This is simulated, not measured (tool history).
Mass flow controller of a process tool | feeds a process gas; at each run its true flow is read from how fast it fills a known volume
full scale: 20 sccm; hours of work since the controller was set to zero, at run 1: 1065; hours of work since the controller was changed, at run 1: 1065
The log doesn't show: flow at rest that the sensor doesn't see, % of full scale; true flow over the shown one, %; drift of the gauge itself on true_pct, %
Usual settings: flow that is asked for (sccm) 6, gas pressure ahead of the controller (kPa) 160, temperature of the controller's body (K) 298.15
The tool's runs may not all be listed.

run    hour  flow that is asked for (sccm)  gas pressure ahead of the controller (kPa)  temperature of the controller's body (K)  hours of work since the controller was set to zero  hours of work since the controller was changed  true flow (%)
  1       0                              6                                         160                                    298.15                                                1065                                            1065          98.71
  2    88.6                              6                                         160                                    298.15                                                1100                                            1100          98.63
  3   175.1                              6                                         160                                    298.15                                                1135                                            1135           98.6
  4   269.4                              6                                         160                                    309.15                                                1173                                            1173          99.64
  5   334.1                              6                                         160                                    309.15                                                1199                                            1199          99.71
  6   456.1                              6                                         160                                    309.15                                                1248                                            1248          99.65
  7     577                              6                                         160                                    309.15                                                1297                                            1297          99.65
  8   691.3                              6                                         160                                    298.15                                                1343                                            1343          98.74
  9   815.6                              6                                         160                                    298.15                                                1393                                            1393          98.67
      822.6  -- controller's zero set anew
 10     944                              4                                         254                                    301.15                                                  49                                            1444          98.17
 11  1072.7                             17                                         212                                    308.15                                                 101                                            1496         101.12
 12  1141.9                              6                                         278                                    298.15                                                 128                                            1524          98.25
 13  1233.9                              2                                         202                                    298.15                                                 165                                            1561          96.76
 14  1304.4                              2                                         202                                    298.15                                                 194                                            1589           96.7
 15  1380.1                              3                                         202                                    308.15                                                 224                                            1619          98.35

Forecast run 16:
 16  1510.2                              3                                         202                                    308.15                                                 276                                            1672              ?

true flow (%): 98.34
Without the tool's hidden state the same run would have given true flow (%) 98.93.
